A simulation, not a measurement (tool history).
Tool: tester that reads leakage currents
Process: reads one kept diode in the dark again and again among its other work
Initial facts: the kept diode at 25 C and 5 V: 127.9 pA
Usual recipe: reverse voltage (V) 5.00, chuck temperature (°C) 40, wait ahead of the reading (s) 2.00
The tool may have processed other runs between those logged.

| run | hour | reverse voltage (V) | chuck temperature (°C) | wait ahead of the reading (s) | current that the tester gives (pA) |
|---|---|---|---|---|---|
| 1 | 0.0 | 5.00 | 40 | 2.00 | 488.67 |
| 2 | 77.1 | 5.00 | 40 | 2.00 | 485.29 |
| 3 | 207.8 | 5.00 | 40 | 2.00 | 486.43 |
| 4 | 336.7 | 1.05 | 40 | 2.00 | 271.72 |
| 5 | 441.8 | 1.05 | 40 | 2.00 | 273.25 |
|  | 579.1 | chuck's temperature calibrated |
| 6 | 587.4 | 5.00 | 40 | 1.01 | 483.86 |
|  | 697.6 | tester calibrated |
| 7 | 725.8 | 12.15 | 48 | 6.47 | 1314.22 |
| 8 | 859.5 | 12.15 | 48 | 6.47 | 1317.20 |
| 9 | 935.9 | 7.16 | 31 | 2.00 | 253.45 |
| 10 | 1106.5 | 5.32 | 27 | 2.00 | 158.78 |
|  | 1242.4 | probe card cleaned and baked |
| 11 | 1253.3 | 2.27 | 45 | 1.60 | 549.25 |
| 12 | 1388.2 | 2.27 | 45 | 1.60 | 550.70 |

3 options for the next run, each taken on its own from the tool as it stands now. Forecast them:
| A | 1568.6 | 2.27 | 45 | 3.09 | ? |
| B | 1568.6 | 12.35 | 30 | 0.85 | ? |
| C | 1568.6 | 2.27 | 23 | 1.14 | ? |

| run | current that the tester gives (pA) |
|---|---|
| A | 549.67 |
| B | 288.33 |
| C | 79.95 |
With the hidden condition removed and each run's random variation left untouched, the same runs would have given:
| run | current that the tester gives (pA) |
|---|---|
| A | 549.34 |
| B | 288.12 |
| C | 79.89 |
